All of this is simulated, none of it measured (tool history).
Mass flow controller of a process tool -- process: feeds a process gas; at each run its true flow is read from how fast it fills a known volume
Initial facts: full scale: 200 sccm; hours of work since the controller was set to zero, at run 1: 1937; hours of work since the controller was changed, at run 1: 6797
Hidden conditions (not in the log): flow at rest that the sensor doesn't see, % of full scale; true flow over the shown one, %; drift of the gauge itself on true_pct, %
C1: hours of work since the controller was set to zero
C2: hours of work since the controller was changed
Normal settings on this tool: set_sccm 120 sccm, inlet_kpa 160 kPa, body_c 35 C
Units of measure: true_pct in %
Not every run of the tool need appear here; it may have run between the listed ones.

{"run": 1, "day": 0.0, "set_sccm": 120, "inlet_kpa": 160, "body_c": 35, "C1": 1937, "C2": 6797, "true_pct": 99.04}
{"run": 2, "day": 20.675, "set_sccm": 120, "inlet_kpa": 160, "body_c": 35, "C1": 2200, "C2": 7060, "true_pct": 99.08}
{"run": 3, "day": 33.854, "set_sccm": 120, "inlet_kpa": 160, "body_c": 35, "C1": 2368, "C2": 7228, "true_pct": 98.98}
{"run": 4, "day": 43.221, "set_sccm": 120, "inlet_kpa": 160, "body_c": 35, "C1": 2487, "C2": 7347, "true_pct": 99.01}
{"run": 5, "day": 64.933, "set_sccm": 120, "inlet_kpa": 160, "body_c": 35, "C1": 2764, "C2": 7624, "true_pct": 99.11}
{"run": 6, "day": 77.1, "set_sccm": 120, "inlet_kpa": 160, "body_c": 35, "C1": 2918, "C2": 7779, "true_pct": 99.02}
{"run": 7, "day": 88.358, "set_sccm": 120, "inlet_kpa": 160, "body_c": 35, "C1": 3062, "C2": 7922, "true_pct": 99.08}
{"run": 8, "day": 104.883, "set_sccm": 120, "inlet_kpa": 160, "body_c": 35, "C1": 3272, "C2": 8132, "true_pct": 99.09}
{"run": 9, "day": 119.996, "set_sccm": 120, "inlet_kpa": 160, "body_c": 35, "C1": 3465, "C2": 8325, "true_pct": 99.04}
{"run": 10, "day": 136.008, "set_sccm": 120, "inlet_kpa": 160, "body_c": 35, "C1": 3668, "C2": 8529, "true_pct": 99.06}
{"run": 11, "day": 151.638, "set_sccm": 120, "inlet_kpa": 160, "body_c": 35, "C1": 3867, "C2": 8727, "true_pct": 98.98}
{"run": 12, "day": 169.675, "set_sccm": 120, "inlet_kpa": 160, "body_c": 32, "C1": 4097, "C2": 8957, "true_pct": 99.07}
{"run": 13, "day": 191.471, "set_sccm": 120, "inlet_kpa": 160, "body_c": 35, "C1": 4374, "C2": 9235, "true_pct": 98.99}
{"run": 14, "day": 202.362, "set_sccm": 134, "inlet_kpa": 160, "body_c": 35, "C1": 4513, "C2": 9373, "true_pct": 99.2}
{"run": 15, "day": 214.358, "set_sccm": 120, "inlet_kpa": 160, "body_c": 26, "C1": 4666, "C2": 9526, "true_pct": 99.52}
{"run": 16, "day": 224.333, "set_sccm": 24, "inlet_kpa": 159, "body_c": 32, "C1": 4793, "C2": 9653, "true_pct": 98.76}
{"day": 229.796, "done": "controller's zero set anew"}
{"run": 17, "day": 244.412, "set_sccm": 101, "inlet_kpa": 245, "body_c": 38, "C1": 186, "C2": 9908, "true_pct": 98.93}
{"run": 18, "day": 265.033, "set_sccm": 120, "inlet_kpa": 218, "body_c": 35, "C1": 449, "C2": 10171, "true_pct": 99.16}
{"run": 19, "day": 283.242, "set_sccm": 62, "inlet_kpa": 259, "body_c": 28, "C1": 680, "C2": 10402, "true_pct": 99.35}
{"run": 20, "day": 295.279, "set_sccm": 120, "inlet_kpa": 160, "body_c": 30, "C1": 834, "C2": 10556, "true_pct": 99.2}
{"run": 21, "day": 312.583, "set_sccm": 63, "inlet_kpa": 240, "body_c": 35, "C1": 1054, "C2": 10776, "true_pct": 98.93}
{"run": 22, "day": 328.338, "set_sccm": 177, "inlet_kpa": 161, "body_c": 40, "C1": 1254, "C2": 10977, "true_pct": 99.0}
{"run": 23, "day": 347.388, "set_sccm": 177, "inlet_kpa": 161, "body_c": 40, "C1": 1497, "C2": 11219, "true_pct": 99.01}
{"run": 24, "day": 358.258, "set_sccm": 163, "inlet_kpa": 195, "body_c": 26, "C1": 1635, "C2": 11357, "true_pct": 99.63}

Run 25 has not been measured yet. What should we expect?
{"run": 25, "day": 378.983, "set_sccm": 105, "inlet_kpa": 160, "body_c": 35, "C1": 1899, "C2": 11621, "true_pct": "?"}

true_pct: 99.09 %
Take away the tool's hidden state, keep the run-to-run variation as it was, and the same run would have given true_pct 99.13 %.
